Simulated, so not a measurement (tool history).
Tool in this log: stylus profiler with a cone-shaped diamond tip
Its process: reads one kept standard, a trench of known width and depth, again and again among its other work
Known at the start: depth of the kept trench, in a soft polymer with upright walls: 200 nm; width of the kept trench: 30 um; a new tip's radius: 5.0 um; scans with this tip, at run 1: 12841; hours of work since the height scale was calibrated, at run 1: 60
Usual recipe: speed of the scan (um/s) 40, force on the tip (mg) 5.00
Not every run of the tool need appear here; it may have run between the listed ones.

| run | hour | speed of the scan (um/s) | force on the tip (mg) | scans with this tip | hours of work since the height scale was calibrated | depth of the trench (nm) | width of the trench's floor (um) |
|---|---|---|---|---|---|---|---|
| 1 | 0.0 | 40 | 5.00 | 12841 | 60 | 204.06 | 26.00 |
| 2 | 76.1 | 40 | 5.00 | 13474 | 109 | 204.16 | 25.95 |
|  | 126.0 | new tip fitted, height scale calibrated |
| 3 | 158.2 | 40 | 5.00 | 268 | 21 | 204.15 | 26.90 |
| 4 | 204.7 | 18 | 5.00 | 655 | 51 | 204.16 | 27.05 |
| 5 | 290.1 | 18 | 5.00 | 1366 | 106 | 204.19 | 26.97 |
| 6 | 359.5 | 18 | 5.00 | 1944 | 151 | 204.23 | 26.91 |
| 7 | 404.8 | 40 | 11.15 | 2321 | 181 | 207.15 | 26.80 |
| 8 | 505.2 | 40 | 11.15 | 3157 | 246 | 207.16 | 26.75 |
| 9 | 594.5 | 40 | 11.15 | 3901 | 304 | 207.19 | 26.65 |
| 10 | 679.3 | 40 | 11.15 | 4607 | 359 | 207.23 | 26.58 |
| 11 | 724.1 | 40 | 11.15 | 4980 | 388 | 207.30 | 26.56 |
| 12 | 813.1 | 40 | 5.00 | 5721 | 446 | 204.43 | 26.49 |
| 13 | 896.5 | 40 | 2.33 | 6416 | 500 | 202.88 | 26.33 |
| 14 | 940.2 | 83 | 2.33 | 6780 | 528 | 202.92 | 26.01 |
| 15 | 1029.7 | 83 | 2.33 | 7525 | 586 | 202.96 | 25.92 |
| 16 | 1100.7 | 83 | 2.33 | 8116 | 632 | 202.96 | 25.92 |
| 17 | 1166.2 | 83 | 2.33 | 8662 | 675 | 203.05 | 25.89 |
| 18 | 1209.3 | 83 | 2.33 | 9021 | 703 | 203.07 | 25.81 |
| 19 | 1259.5 | 83 | 2.33 | 9438 | 735 | 203.09 | 25.78 |
| 20 | 1316.4 | 83 | 2.33 | 9912 | 772 | 203.13 | 25.74 |
| 21 | 1404.0 | 40 | 5.86 | 10642 | 829 | 205.28 | 26.05 |
| 22 | 1476.0 | 19 | 5.00 | 11242 | 876 | 204.86 | 26.06 |
|  | 1575.2 | height scale calibrated on a step standard |
| 23 | 1575.2 | 40 | 7.30 | 12064 | 0 | 205.23 | 25.95 |
| 24 | 1652.1 | 40 | 7.30 | 12704 | 50 | 205.24 | 25.91 |
| 25 | 1713.5 | 40 | 7.30 | 13215 | 90 | 205.30 | 25.85 |
|  | 1798.0 | new tip fitted, height scale calibrated |
| 26 | 1810.5 | 31 | 2.69 | 104 | 8 | 202.51 | 27.02 |
| 27 | 1860.8 | 130 | 2.31 | 523 | 41 | 202.36 | 26.39 |
| 28 | 1962.3 | 49 | 4.79 | 1368 | 107 | 203.92 | 26.86 |
| 29 | 2005.1 | 43 | 13.71 | 1724 | 134 | 207.91 | 26.95 |
| 30 | 2050.6 | 43 | 13.71 | 2103 | 164 | 208.05 | 26.91 |
| 31 | 2135.2 | 40 | 2.12 | 2808 | 219 | 202.45 | 26.67 |
| 32 | 2178.3 | 15 | 7.50 | 3167 | 247 | 205.44 | 26.87 |
| 33 | 2278.5 | 15 | 7.50 | 4001 | 312 | 205.38 | 26.80 |
| 34 | 2337.9 | 15 | 7.50 | 4495 | 350 | 205.55 | 26.74 |
| 35 | 2385.8 | 11 | 9.37 | 4895 | 381 | 206.41 | 26.67 |
| 36 | 2439.7 | 19 | 3.93 | 5343 | 416 | 203.71 | 26.56 |
| 37 | 2528.4 | 19 | 3.93 | 6082 | 474 | 203.73 | 26.62 |
| 38 | 2627.8 | 10 | 5.13 | 6909 | 538 | 204.47 | 26.52 |
| 39 | 2724.5 | 10 | 5.13 | 7715 | 601 | 204.58 | 26.50 |
| 40 | 2794.0 | 39 | 5.13 | 8294 | 646 | 204.56 | 26.25 |
| 41 | 2864.7 | 73 | 6.39 | 8882 | 692 | 205.29 | 26.13 |
| 42 | 2915.0 | 14 | 3.45 | 9302 | 725 | 203.73 | 26.29 |
| 43 | 2997.6 | 14 | 3.45 | 9989 | 778 | 203.79 | 26.18 |
| 44 | 3090.4 | 71 | 3.45 | 10762 | 839 | 203.85 | 25.85 |
| 45 | 3173.7 | 71 | 3.45 | 11456 | 893 | 203.85 | 25.83 |
|  | 3251.6 | height scale calibrated on a step standard |
| 46 | 3252.7 | 138 | 1.83 | 12109 | 1 | 202.04 | 25.15 |

3 ways to go on from here, each from the tool as it stands after run 46. What would each give?
| A | 3330.2 | 45 | 1.83 | 12755 | 51 | ? | ? |
| B | 3330.2 | 122 | 3.60 | 12755 | 51 | ? | ? |
| C | 3330.2 | 30 | 14.43 | 12755 | 51 | ? | ? |

| run | depth of the trench (nm) | width of the trench's floor (um) |
|---|---|---|
| A | 202.11 | 25.75 |
| B | 203.30 | 25.48 |
| C | 208.30 | 26.06 |
What these runs would have given with no unlogged condition in the tool:
| run | depth of the trench (nm) | width of the trench's floor (um) |
|---|---|---|
| A | 202.08 | 26.85 |
| B | 203.27 | 26.58 |
| C | 208.27 | 27.15 |
